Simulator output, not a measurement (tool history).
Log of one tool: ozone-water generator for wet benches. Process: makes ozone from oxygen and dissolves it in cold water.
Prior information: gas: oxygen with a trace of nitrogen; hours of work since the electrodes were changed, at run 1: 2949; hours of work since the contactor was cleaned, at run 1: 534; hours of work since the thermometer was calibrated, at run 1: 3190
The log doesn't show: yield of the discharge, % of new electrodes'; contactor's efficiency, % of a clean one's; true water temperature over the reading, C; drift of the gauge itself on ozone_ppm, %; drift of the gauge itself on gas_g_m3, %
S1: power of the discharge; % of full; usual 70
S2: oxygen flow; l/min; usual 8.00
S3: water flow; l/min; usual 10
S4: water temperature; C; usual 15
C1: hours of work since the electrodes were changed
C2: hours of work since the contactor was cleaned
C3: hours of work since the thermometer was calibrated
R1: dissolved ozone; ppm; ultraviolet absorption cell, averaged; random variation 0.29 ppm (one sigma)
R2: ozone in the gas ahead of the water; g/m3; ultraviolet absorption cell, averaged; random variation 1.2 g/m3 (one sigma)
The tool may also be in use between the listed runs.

{"run": 1, "hour": 0.0, "S1": 70, "S2": 8.0, "S3": 10, "S4": 15, "C1": 2949, "C2": 534, "C3": 3190, "R1": 43.7, "R2": 208.2}
{"run": 2, "hour": 92.9, "S1": 70, "S2": 8.0, "S3": 10, "S4": 15, "C1": 3026, "C2": 611, "C3": 3267, "R1": 43.5, "R2": 210.6}
{"run": 3, "hour": 215.6, "S1": 70, "S2": 8.0, "S3": 10, "S4": 15, "C1": 3128, "C2": 713, "C3": 3369, "R1": 43.7, "R2": 208.4}
{"run": 4, "hour": 384.2, "S1": 70, "S2": 8.0, "S3": 10, "S4": 15, "C1": 3268, "C2": 853, "C3": 3509, "R1": 43.2, "R2": 208.9}
{"run": 5, "hour": 562.5, "S1": 70, "S2": 8.0, "S3": 10, "S4": 15, "C1": 3416, "C2": 1001, "C3": 3657, "R1": 43.1, "R2": 207.1}
{"run": 6, "hour": 749.5, "S1": 70, "S2": 8.0, "S3": 10, "S4": 15, "C1": 3571, "C2": 1156, "C3": 3812, "R1": 42.5, "R2": 207.0}
{"run": 7, "hour": 839.6, "S1": 88, "S2": 8.0, "S3": 10, "S4": 9, "C1": 3646, "C2": 1231, "C3": 3887, "R1": 55.8, "R2": 236.7}
{"hour": 862.5, "done": "contactor cleaned"}
{"run": 8, "hour": 1011.4, "S1": 70, "S2": 8.0, "S3": 10, "S4": 15, "C1": 3785, "C2": 124, "C3": 4026, "R1": 42.3, "R2": 206.7}
{"run": 9, "hour": 1161.9, "S1": 65, "S2": 13.57, "S3": 6, "S4": 8, "C1": 3910, "C2": 249, "C3": 4151, "R1": 53.3, "R2": 159.2}
{"run": 10, "hour": 1368.9, "S1": 70, "S2": 4.56, "S3": 10, "S4": 15, "C1": 4082, "C2": 421, "C3": 4323, "R1": 42.9, "R2": 253.8}
{"run": 11, "hour": 1543.3, "S1": 97, "S2": 4.56, "S3": 10, "S4": 9, "C1": 4227, "C2": 565, "C3": 4468, "R1": 57.2, "R2": 309.4}

Below are 5 alternative next runs, each starting from the tool's condition after run 11. Predict each:
{"run": "A", "hour": 1649.5, "S1": 42, "S2": 5.05, "S3": 12, "S4": 15, "C1": 4315, "C2": 654, "C3": 4556, "R1": "?", "R2": "?"}
{"run": "B", "hour": 1649.5, "S1": 70, "S2": 8.0, "S3": 12, "S4": 15, "C1": 4315, "C2": 654, "C3": 4556, "R1": "?", "R2": "?"}
{"run": "C", "hour": 1649.5, "S1": 97, "S2": 5.11, "S3": 10, "S4": 22, "C1": 4315, "C2": 654, "C3": 4556, "R1": "?", "R2": "?"}
{"run": "D", "hour": 1649.5, "S1": 70, "S2": 5.73, "S3": 10, "S4": 15, "C1": 4315, "C2": 654, "C3": 4556, "R1": "?", "R2": "?"}
{"run": "E", "hour": 1649.5, "S1": 45, "S2": 4.56, "S3": 8, "S4": 9, "C1": 4315, "C2": 654, "C3": 4556, "R1": "?", "R2": "?"}

run=A R1=28.4 R2=180.0
run=B R1=38.3 R2=203.6
run=C R1=44.6 R2=293.5
run=D R1=42.3 R2=232.9
run=E R1=41.2 R2=195.1
What these runs would have given with no unlogged condition in the tool:
run=A R1=30.5 R2=188.4
run=B R1=42.1 R2=217.5
run=C R1=49.6 R2=317.6
run=D R1=46.4 R2=248.7
run=E R1=44.2 R2=204.7
